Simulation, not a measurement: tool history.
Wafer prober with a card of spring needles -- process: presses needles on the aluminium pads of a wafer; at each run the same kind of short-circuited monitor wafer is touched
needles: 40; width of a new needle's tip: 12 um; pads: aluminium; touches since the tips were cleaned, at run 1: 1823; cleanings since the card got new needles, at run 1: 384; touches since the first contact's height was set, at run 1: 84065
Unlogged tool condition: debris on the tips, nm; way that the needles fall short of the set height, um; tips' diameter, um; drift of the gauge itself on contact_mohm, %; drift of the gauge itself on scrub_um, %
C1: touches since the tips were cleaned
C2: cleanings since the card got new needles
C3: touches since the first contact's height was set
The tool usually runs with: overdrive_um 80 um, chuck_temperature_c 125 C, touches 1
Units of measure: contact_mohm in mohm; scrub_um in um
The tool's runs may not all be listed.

{"run": 1, "hour": 0.0, "overdrive_um": 80, "chuck_temperature_c": 125, "touches": 1, "C1": 1823, "C2": 384, "C3": 84065, "contact_mohm": 307, "scrub_um": 18.34}
{"hour": 1.8, "done": "tips cleaned on abrasive film"}
{"hour": 10.3, "done": "tips cleaned on abrasive film"}
{"hour": 18.8, "done": "tips cleaned on abrasive film"}
{"hour": 27.4, "done": "tips cleaned on abrasive film"}
{"hour": 35.9, "done": "tips cleaned on abrasive film"}
{"run": 2, "hour": 39.4, "overdrive_um": 80, "chuck_temperature_c": 29, "touches": 1, "C1": 1036, "C2": 389, "C3": 95444, "contact_mohm": 270, "scrub_um": 17.97}
{"hour": 42.9, "done": "tips cleaned on abrasive film"}
{"hour": 49.7, "done": "tips cleaned on abrasive film"}
{"hour": 56.6, "done": "tips cleaned on abrasive film"}
{"hour": 63.4, "done": "tips cleaned on abrasive film"}
{"hour": 71.9, "done": "tips cleaned on abrasive film"}
{"hour": 78.8, "done": "tips cleaned on abrasive film"}
{"hour": 85.6, "done": "tips cleaned on abrasive film"}
{"hour": 92.4, "done": "tips cleaned on abrasive film"}
{"run": 3, "hour": 96.0, "overdrive_um": 80, "chuck_temperature_c": 125, "touches": 1, "C1": 1036, "C2": 397, "C3": 111741, "contact_mohm": 276, "scrub_um": 17.77}
{"hour": 99.5, "done": "tips cleaned on abrasive film"}
{"hour": 108.0, "done": "tips cleaned on abrasive film"}
{"hour": 114.8, "done": "tips cleaned on abrasive film"}
{"hour": 123.3, "done": "tips cleaned on abrasive film"}
{"hour": 131.9, "done": "tips cleaned on abrasive film"}
{"hour": 138.7, "done": "tips cleaned on abrasive film"}
{"run": 4, "hour": 138.9, "overdrive_um": 80, "chuck_temperature_c": 28, "touches": 1, "C1": 46, "C2": 403, "C3": 124102, "contact_mohm": 173, "scrub_um": 17.51}
{"hour": 145.7, "done": "tips cleaned on abrasive film"}
{"hour": 152.5, "done": "tips cleaned on abrasive film"}
{"hour": 161.1, "done": "tips cleaned on abrasive film"}
{"hour": 167.9, "done": "tips cleaned on abrasive film"}
{"hour": 174.7, "done": "tips cleaned on abrasive film"}
{"hour": 181.6, "done": "tips cleaned on abrasive film"}
{"run": 5, "hour": 186.4, "overdrive_um": 80, "chuck_temperature_c": 28, "touches": 1, "C1": 1413, "C2": 409, "C3": 137826, "contact_mohm": 328, "scrub_um": 17.44}
{"hour": 189.9, "done": "tips cleaned on abrasive film"}
{"hour": 196.7, "done": "tips cleaned on abrasive film"}
{"hour": 203.6, "done": "tips cleaned on abrasive film"}
{"hour": 210.4, "done": "tips cleaned on abrasive film"}
{"hour": 217.2, "done": "tips cleaned on abrasive film"}
{"hour": 225.8, "done": "tips cleaned on abrasive film"}
{"run": 6, "hour": 232.4, "overdrive_um": 80, "chuck_temperature_c": 28, "touches": 1, "C1": 1948, "C2": 415, "C3": 151101, "contact_mohm": 363, "scrub_um": 17.36}
{"hour": 234.2, "done": "tips cleaned on abrasive film"}
{"hour": 241.0, "done": "tips cleaned on abrasive film"}
{"hour": 247.9, "done": "tips cleaned on abrasive film"}
{"hour": 256.4, "done": "tips cleaned on abrasive film"}
{"hour": 263.2, "done": "tips cleaned on abrasive film"}
{"hour": 271.8, "done": "tips cleaned on abrasive film"}
{"hour": 280.3, "done": "tips cleaned on abrasive film"}
{"hour": 288.8, "done": "tips cleaned on abrasive film"}
{"hour": 295.7, "done": "tips cleaned on abrasive film"}
{"hour": 304.2, "done": "tips cleaned on abrasive film"}
{"hour": 312.7, "done": "tips cleaned on abrasive film"}
{"hour": 324.7, "done": "card fitted with new needles"}
{"hour": 331.5, "done": "tips cleaned on abrasive film"}
{"run": 7, "hour": 337.6, "overdrive_um": 80, "chuck_temperature_c": 42, "touches": 1, "C1": 1773, "C2": 1, "C3": 3743, "contact_mohm": 191, "scrub_um": 18.69}
{"hour": 339.4, "done": "tips cleaned on abrasive film"}
{"hour": 346.2, "done": "tips cleaned on abrasive film"}
{"hour": 353.1, "done": "tips cleaned on abrasive film"}
{"hour": 359.9, "done": "tips cleaned on abrasive film"}
{"hour": 368.4, "done": "tips cleaned on abrasive film"}
{"hour": 375.3, "done": "tips cleaned on abrasive film"}
{"hour": 382.1, "done": "tips cleaned on abrasive film"}
{"hour": 388.9, "done": "tips cleaned on abrasive film"}
{"hour": 395.8, "done": "tips cleaned on abrasive film"}
{"hour": 404.3, "done": "tips cleaned on abrasive film"}
{"hour": 411.1, "done": "tips cleaned on abrasive film"}
{"run": 8, "hour": 414.3, "overdrive_um": 80, "chuck_temperature_c": 42, "touches": 1, "C1": 927, "C2": 12, "C3": 25846, "contact_mohm": 173, "scrub_um": 18.85}
{"hour": 419.5, "done": "tips cleaned on abrasive film"}
{"hour": 426.3, "done": "tips cleaned on abrasive film"}
{"hour": 434.8, "done": "tips cleaned on abrasive film"}
{"hour": 441.7, "done": "tips cleaned on abrasive film"}
{"hour": 448.5, "done": "tips cleaned on abrasive film"}
{"hour": 455.3, "done": "tips cleaned on abrasive film"}
{"hour": 462.2, "done": "tips cleaned on abrasive film"}
{"hour": 469.0, "done": "tips cleaned on abrasive film"}
{"hour": 477.5, "done": "tips cleaned on abrasive film"}
{"hour": 484.4, "done": "tips cleaned on abrasive film"}
{"hour": 491.2, "done": "tips cleaned on abrasive film"}
{"run": 9, "hour": 494.9, "overdrive_um": 80, "chuck_temperature_c": 125, "touches": 1, "C1": 1077, "C2": 23, "C3": 49084, "contact_mohm": 187, "scrub_um": 18.38}
{"hour": 496.9, "done": "height of the first contact set anew"}
{"hour": 498.7, "done": "tips cleaned on abrasive film"}
{"hour": 505.5, "done": "tips cleaned on abrasive film"}
{"hour": 512.4, "done": "tips cleaned on abrasive film"}
{"hour": 519.2, "done": "tips cleaned on abrasive film"}
{"hour": 526.0, "done": "tips cleaned on abrasive film"}
{"hour": 534.6, "done": "tips cleaned on abrasive film"}
{"hour": 543.1, "done": "tips cleaned on abrasive film"}
{"hour": 549.9, "done": "tips cleaned on abrasive film"}
{"hour": 556.8, "done": "tips cleaned on abrasive film"}
{"hour": 563.6, "done": "tips cleaned on abrasive film"}
{"hour": 570.4, "done": "tips cleaned on abrasive film"}
{"run": 10, "hour": 571.1, "overdrive_um": 80, "chuck_temperature_c": 125, "touches": 2, "C1": 202, "C2": 34, "C3": 21378, "contact_mohm": 152, "scrub_um": 18.13}
{"hour": 578.0, "done": "tips cleaned on abrasive film"}
{"hour": 586.5, "done": "tips cleaned on abrasive film"}
{"hour": 593.3, "done": "tips cleaned on abrasive film"}
{"hour": 600.2, "done": "tips cleaned on abrasive film"}
{"hour": 608.7, "done": "tips cleaned on abrasive film"}
{"hour": 615.5, "done": "tips cleaned on abrasive film"}
{"hour": 624.0, "done": "tips cleaned on abrasive film"}
{"hour": 630.9, "done": "tips cleaned on abrasive film"}
{"run": 11, "hour": 634.3, "overdrive_um": 80, "chuck_temperature_c": 41, "touches": 2, "C1": 1010, "C2": 42, "C3": 39626, "contact_mohm": 161, "scrub_um": 17.71}
{"hour": 637.9, "done": "tips cleaned on abrasive film"}
{"hour": 644.7, "done": "tips cleaned on abrasive film"}
{"hour": 651.5, "done": "tips cleaned on abrasive film"}
{"hour": 658.4, "done": "tips cleaned on abrasive film"}
{"hour": 666.9, "done": "tips cleaned on abrasive film"}
{"hour": 675.4, "done": "tips cleaned on abrasive film"}
{"run": 12, "hour": 677.0, "overdrive_um": 76, "chuck_temperature_c": 124, "touches": 3, "C1": 472, "C2": 48, "C3": 51930, "contact_mohm": 153, "scrub_um": 16.58}
{"hour": 683.9, "done": "tips cleaned on abrasive film"}
{"hour": 690.7, "done": "tips cleaned on abrasive film"}
{"hour": 697.6, "done": "tips cleaned on abrasive film"}
{"hour": 706.1, "done": "tips cleaned on abrasive film"}
{"hour": 712.9, "done": "tips cleaned on abrasive film"}
{"hour": 721.4, "done": "tips cleaned on abrasive film"}
{"hour": 728.3, "done": "tips cleaned on abrasive film"}
{"hour": 735.1, "done": "tips cleaned on abrasive film"}
{"hour": 742.0, "done": "tips cleaned on abrasive film"}
{"hour": 750.5, "done": "tips cleaned on abrasive film"}
{"hour": 757.3, "done": "tips cleaned on abrasive film"}
{"hour": 764.2, "done": "tips cleaned on abrasive film"}
{"run": 13, "hour": 769.8, "overdrive_um": 85, "chuck_temperature_c": 32, "touches": 2, "C1": 1659, "C2": 60, "C3": 78706, "contact_mohm": 171, "scrub_um": 18.8}
{"hour": 771.6, "done": "tips cleaned on abrasive film"}
{"hour": 778.5, "done": "tips cleaned on abrasive film"}
{"hour": 787.0, "done": "tips cleaned on abrasive film"}
{"hour": 795.5, "done": "tips cleaned on abrasive film"}
{"hour": 804.0, "done": "tips cleaned on abrasive film"}
{"hour": 810.9, "done": "tips cleaned on abrasive film"}
{"hour": 819.4, "done": "tips cleaned on abrasive film"}
{"hour": 827.9, "done": "tips cleaned on abrasive film"}
{"hour": 836.4, "done": "tips cleaned on abrasive film"}
{"hour": 843.3, "done": "tips cleaned on abrasive film"}
{"hour": 850.1, "done": "tips cleaned on abrasive film"}
{"hour": 857.0, "done": "tips cleaned on abrasive film"}
{"run": 14, "hour": 858.9, "overdrive_um": 70, "chuck_temperature_c": 125, "touches": 1, "C1": 568, "C2": 72, "C3": 104392, "contact_mohm": 185, "scrub_um": 14.89}
{"hour": 864.1, "done": "tips cleaned on abrasive film"}
{"hour": 872.6, "done": "tips cleaned on abrasive film"}
{"hour": 881.1, "done": "tips cleaned on abrasive film"}
{"hour": 884.8, "done": "height of the first contact set anew, once more"}
{"hour": 888.2, "done": "tips cleaned on abrasive film"}
{"hour": 895.1, "done": "tips cleaned on abrasive film"}
{"hour": 901.9, "done": "tips cleaned on abrasive film"}
{"hour": 908.8, "done": "tips cleaned on abrasive film"}
{"hour": 917.3, "done": "tips cleaned on abrasive film"}
{"hour": 924.1, "done": "tips cleaned on abrasive film"}
{"run": 15, "hour": 930.2, "overdrive_um": 80, "chuck_temperature_c": 28, "touches": 1, "C1": 1777, "C2": 81, "C3": 13104, "contact_mohm": 198, "scrub_um": 19.09}
{"hour": 932.0, "done": "tips cleaned on abrasive film"}
{"hour": 938.8, "done": "tips cleaned on abrasive film"}
{"hour": 945.7, "done": "tips cleaned on abrasive film"}
{"hour": 954.2, "done": "tips cleaned on abrasive film"}
{"hour": 961.0, "done": "tips cleaned on abrasive film"}
{"hour": 967.9, "done": "tips cleaned on abrasive film"}
{"run": 16, "hour": 970.4, "overdrive_um": 80, "chuck_temperature_c": 28, "touches": 1, "C1": 742, "C2": 87, "C3": 24680, "contact_mohm": 175, "scrub_um": 18.96}
{"hour": 975.6, "done": "tips cleaned on abrasive film"}
{"hour": 982.4, "done": "tips cleaned on abrasive film"}
{"hour": 989.2, "done": "tips cleaned on abrasive film"}
{"hour": 997.8, "done": "tips cleaned on abrasive film"}
{"hour": 1006.3, "done": "tips cleaned on abrasive film"}
{"hour": 1013.1, "done": "tips cleaned on abrasive film"}
{"hour": 1020.0, "done": "tips cleaned on abrasive film"}
{"hour": 1026.8, "done": "tips cleaned on abrasive film"}
{"hour": 1033.6, "done": "tips cleaned on abrasive film"}
{"hour": 1040.5, "done": "tips cleaned on abrasive film"}
{"run": 17, "hour": 1041.1, "overdrive_um": 80, "chuck_temperature_c": 28, "touches": 1, "C1": 175, "C2": 97, "C3": 45047, "contact_mohm": 143, "scrub_um": 18.69}
{"hour": 1047.9, "done": "tips cleaned on abrasive film"}
{"hour": 1054.7, "done": "tips cleaned on abrasive film"}
{"hour": 1061.6, "done": "tips cleaned on abrasive film"}
{"hour": 1068.4, "done": "tips cleaned on abrasive film"}
{"hour": 1075.3, "done": "tips cleaned on abrasive film"}
{"hour": 1082.1, "done": "tips cleaned on abrasive film"}
{"run": 18, "hour": 1084.6, "overdrive_um": 86, "chuck_temperature_c": 79, "touches": 2, "C1": 743, "C2": 103, "C3": 57609, "contact_mohm": 161, "scrub_um": 19.97}
{"hour": 1089.8, "done": "tips cleaned on abrasive film"}
{"hour": 1096.6, "done": "tips cleaned on abrasive film"}
{"hour": 1103.5, "done": "tips cleaned on abrasive film"}
{"hour": 1112.0, "done": "tips cleaned on abrasive film"}
{"hour": 1120.5, "done": "tips cleaned on abrasive film"}
{"hour": 1129.0, "done": "tips cleaned on abrasive film"}
{"hour": 1135.9, "done": "tips cleaned on abrasive film"}
{"hour": 1142.7, "done": "tips cleaned on abrasive film"}
{"run": 19, "hour": 1143.3, "overdrive_um": 66, "chuck_temperature_c": 27, "touches": 2, "C1": 179, "C2": 111, "C3": 74532, "contact_mohm": 151, "scrub_um": 14.86}

Predict each of these 4 candidate next runs independently; none follows another, all start after run 19:
{"hour": 1150.2, "done": "tips cleaned on abrasive film"}
{"hour": 1157.0, "done": "tips cleaned on abrasive film"}
{"hour": 1163.8, "done": "tips cleaned on abrasive film"}
{"hour": 1170.7, "done": "tips cleaned on abrasive film"}
{"hour": 1177.5, "done": "tips cleaned on abrasive film"}
{"hour": 1184.4, "done": "tips cleaned on abrasive film"}
{"hour": 1192.9, "done": "tips cleaned on abrasive film"}
{"hour": 1199.7, "done": "tips cleaned on abrasive film"}
{"hour": 1208.2, "done": "tips cleaned on abrasive film"}
{"hour": 1216.8, "done": "tips cleaned on abrasive film"}
{"run": "A", "hour": 1223.1, "overdrive_um": 79, "chuck_temperature_c": 27, "touches": 2, "C1": 1836, "C2": 121, "C3": 97544, "contact_mohm": "?", "scrub_um": "?"}
{"hour": 1150.2, "done": "tips cleaned on abrasive film"}
{"hour": 1157.0, "done": "tips cleaned on abrasive film"}
{"hour": 1163.8, "done": "tips cleaned on abrasive film"}
{"hour": 1170.7, "done": "tips cleaned on abrasive film"}
{"hour": 1177.5, "done": "tips cleaned on abrasive film"}
{"hour": 1184.4, "done": "tips cleaned on abrasive film"}
{"hour": 1192.9, "done": "tips cleaned on abrasive film"}
{"hour": 1199.7, "done": "tips cleaned on abrasive film"}
{"hour": 1208.2, "done": "tips cleaned on abrasive film"}
{"hour": 1216.8, "done": "tips cleaned on abrasive film"}
{"run": "B", "hour": 1223.1, "overdrive_um": 69, "chuck_temperature_c": 38, "touches": 2, "C1": 1836, "C2": 121, "C3": 97544, "contact_mohm": "?", "scrub_um": "?"}
{"hour": 1150.2, "done": "tips cleaned on abrasive film"}
{"hour": 1157.0, "done": "tips cleaned on abrasive film"}
{"hour": 1163.8, "done": "tips cleaned on abrasive film"}
{"hour": 1170.7, "done": "tips cleaned on abrasive film"}
{"hour": 1177.5, "done": "tips cleaned on abrasive film"}
{"hour": 1184.4, "done": "tips cleaned on abrasive film"}
{"hour": 1192.9, "done": "tips cleaned on abrasive film"}
{"hour": 1199.7, "done": "tips cleaned on abrasive film"}
{"hour": 1208.2, "done": "tips cleaned on abrasive film"}
{"hour": 1216.8, "done": "tips cleaned on abrasive film"}
{"run": "C", "hour": 1223.1, "overdrive_um": 65, "chuck_temperature_c": 68, "touches": 2, "C1": 1836, "C2": 121, "C3": 97544, "contact_mohm": "?", "scrub_um": "?"}
{"hour": 1150.2, "done": "tips cleaned on abrasive film"}
{"hour": 1157.0, "done": "tips cleaned on abrasive film"}
{"hour": 1163.8, "done": "tips cleaned on abrasive film"}
{"hour": 1170.7, "done": "tips cleaned on abrasive film"}
{"hour": 1177.5, "done": "tips cleaned on abrasive film"}
{"hour": 1184.4, "done": "tips cleaned on abrasive film"}
{"hour": 1192.9, "done": "tips cleaned on abrasive film"}
{"hour": 1199.7, "done": "tips cleaned on abrasive film"}
{"hour": 1208.2, "done": "tips cleaned on abrasive film"}
{"hour": 1216.8, "done": "tips cleaned on abrasive film"}
{"run": "D", "hour": 1223.1, "overdrive_um": 99, "chuck_temperature_c": 27, "touches": 2, "C1": 1836, "C2": 121, "C3": 97544, "contact_mohm": "?", "scrub_um": "?"}

run=A contact_mohm=185 scrub_um=17.58
run=B contact_mohm=202 scrub_um=15.16
run=C contact_mohm=215 scrub_um=14.28
run=D contact_mohm=163 scrub_um=22.46
Stripped of hidden state, with their random variation kept, the same runs would have yielded:
run=A contact_mohm=126 scrub_um=18.68
run=B contact_mohm=128 scrub_um=16.26
run=C contact_mohm=134 scrub_um=15.38
run=D contact_mohm=125 scrub_um=23.57
